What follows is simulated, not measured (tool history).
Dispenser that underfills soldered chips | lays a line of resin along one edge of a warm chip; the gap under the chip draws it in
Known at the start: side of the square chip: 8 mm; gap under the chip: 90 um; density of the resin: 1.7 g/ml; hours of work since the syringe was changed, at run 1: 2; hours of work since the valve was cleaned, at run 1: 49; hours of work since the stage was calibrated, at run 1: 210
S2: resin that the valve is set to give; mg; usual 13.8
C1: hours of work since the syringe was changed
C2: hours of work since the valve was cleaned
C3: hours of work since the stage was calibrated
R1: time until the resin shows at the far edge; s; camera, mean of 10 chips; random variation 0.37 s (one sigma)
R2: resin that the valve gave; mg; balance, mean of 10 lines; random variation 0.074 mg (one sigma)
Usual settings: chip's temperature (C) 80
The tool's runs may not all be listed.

Run 1, hour 0: usual settings; C1 2; C2 49; C3 210. Result: R1 22.9 s, R2 13.17 mg.
At hour 6: new syringe of resin.
Run 2, hour 10.7: usual settings but S2 16.7 mg; C1 4; C2 58; C3 218. Result: R1 24.6 s, R2 15.93 mg.
At hour 14.4: new syringe of resin.
Run 3, hour 17: usual settings; C1 2; C2 62; C3 223. Result: R1 24 s, R2 13.06 mg.
At hour 22.9: new syringe of resin.
Run 4, hour 23.4: usual settings; C1 0; C2 67; C3 227. Result: R1 21.8 s, R2 13 mg.
Run 5, hour 29: usual settings; C1 5; C2 72; C3 232. Result: R1 26.3 s, R2 12.98 mg.
At hour 31: new syringe of resin.
At hour 39.5: new syringe of resin.
Run 6, hour 40.5: usual settings; C1 1; C2 80; C3 240. Result: R1 22.2 s, R2 12.79 mg.
At hour 43.2: dispensing valve cleaned and set on the balance.
Run 7, hour 47: usual settings; C1 5; C2 3; C3 245. Result: R1 27.8 s, R2 13.77 mg.
At hour 49.4: new syringe of resin.
Run 8, hour 53.6: usual settings; C1 3; C2 8; C3 250. Result: R1 24.3 s, R2 13.69 mg.
At hour 57.9: new syringe of resin.
Run 9, hour 61.3: usual settings; C1 3; C2 14; C3 256. Result: R1 24.4 s, R2 13.64 mg.
At hour 66.9: new syringe of resin.
Run 10, hour 70.6: usual settings; C1 3; C2 21; C3 263. Result: R1 23.4 s, R2 13.51 mg.
At hour 75.5: new syringe of resin.
Run 11, hour 79.6: usual settings; C1 3; C2 28; C3 270. Result: R1 24 s, R2 13.42 mg.
At hour 84.3: new syringe of resin.
Run 12, hour 85.3: usual settings; C1 1; C2 32; C3 274. Result: R1 22.7 s, R2 13.28 mg.
Run 13, hour 90.9: usual settings but chip's temperature (C) 83; C1 5; C2 37; C3 278. Result: R1 23.4 s, R2 13.35 mg.
At hour 93: new syringe of resin.
Run 14, hour 100.7: usual settings but chip's temperature (C) 93, S2 16.2 mg; C1 6; C2 44; C3 286. Result: R1 16 s, R2 15.33 mg.
At hour 101.6: new syringe of resin.
Run 15, hour 107: usual settings but chip's temperature (C) 90, S2 12.4 mg; C1 4; C2 49; C3 291. Result: R1 17.3 s, R2 11.97 mg.
At hour 109.9: new syringe of resin.
Run 16, hour 115.5: usual settings but chip's temperature (C) 70, S2 14.3 mg; C1 4; C2 55; C3 297. Result: R1 41.7 s, R2 13.58 mg.
At hour 118.6: new syringe of resin.
At hour 127.5: new syringe of resin.
Run 17, hour 128.9: usual settings but S2 13.6 mg; C1 1; C2 65; C3 307. Result: R1 22.6 s, R2 12.73 mg.
At hour 135.7: new syringe of resin.
Run 18, hour 142.1: usual settings but S2 14.7 mg; C1 5; C2 76; C3 317. Result: R1 27.5 s, R2 13.64 mg.
At hour 144.3: new syringe of resin.
Run 19, hour 149.1: usual settings but chip's temperature (C) 83, S2 16.6 mg; C1 4; C2 81; C3 323. Result: R1 21.8 s, R2 15.23 mg.
At hour 151.3: dispensing valve cleaned and set on the balance.
At hour 153.8: new syringe of resin.
Run 20, hour 155.9: usual settings but chip's temperature (C) 83, S2 16.6 mg; C1 2; C2 3; C3 327. Result: R1 18.9 s, R2 16.71 mg.
Run 21, hour 161.4: usual settings but chip's temperature (C) 85, S2 16.1 mg; C1 6; C2 8; C3 332. Result: R1 21.5 s, R2 15.85 mg.
At hour 162.5: new syringe of resin.
Run 22, hour 168.4: usual settings but chip's temperature (C) 86, S2 13.5 mg; C1 5; C2 13; C3 337. Result: R1 20.7 s, R2 13.31 mg.
At hour 170.9: new syringe of resin.
At hour 179.3: new syringe of resin.
Run 23, hour 181.7: usual settings but chip's temperature (C) 73, S2 14.8 mg; C1 2; C2 23; C3 347. Result: R1 30.9 s, R2 14.51 mg.
At hour 187.9: new syringe of resin.
Run 24, hour 187.9: usual settings but chip's temperature (C) 70, S2 13.1 mg; C1 0; C2 28; C3 352. Result: R1 33.8 s, R2 12.81 mg.
Run 25, hour 194.4: usual settings but chip's temperature (C) 70, S2 13.1 mg; C1 5; C2 33; C3 357. Result: R1 43.6 s, R2 12.77 mg.

Forecast each of these 5 alternatives for the next run:
At hour 196.3: new syringe of resin.
At hour 205: new syringe of resin.
Run A, hour 205.8: usual settings but chip's temperature (C) 66, S2 12.3 mg; C1 1; C2 41; C3 365. Result: R1 ?, R2 ?.
At hour 196.3: new syringe of resin.
At hour 205: new syringe of resin.
Run B, hour 205.8: usual settings but chip's temperature (C) 69, S2 13.1 mg; C1 1; C2 41; C3 365. Result: R1 ?, R2 ?.
At hour 196.3: new syringe of resin.
At hour 205: new syringe of resin.
Run C, hour 205.8: usual settings but chip's temperature (C) 70, S2 14.3 mg; C1 1; C2 41; C3 365. Result: R1 ?, R2 ?.
At hour 196.3: new syringe of resin.
At hour 205: new syringe of resin.
Run D, hour 205.8: usual settings but chip's temperature (C) 69, S2 13.5 mg; C1 1; C2 41; C3 365. Result: R1 ?, R2 ?.
At hour 196.3: new syringe of resin.
At hour 205: new syringe of resin.
Run E, hour 205.8: usual settings but chip's temperature (C) 92, S2 14.6 mg; C1 1; C2 41; C3 365. Result: R1 ?, R2 ?.

run    R1     R2
  A  43.6   11.9
  B    36  12.49
  C  34.4  13.72
  D    36  12.98
  E  12.7  13.99
Without the tool's hidden state the same runs would have given:
run    R1     R2
  A  43.6  12.38
  B    36  12.99
  C  34.6  14.27
  D  36.1  13.49
  E  12.8  14.55
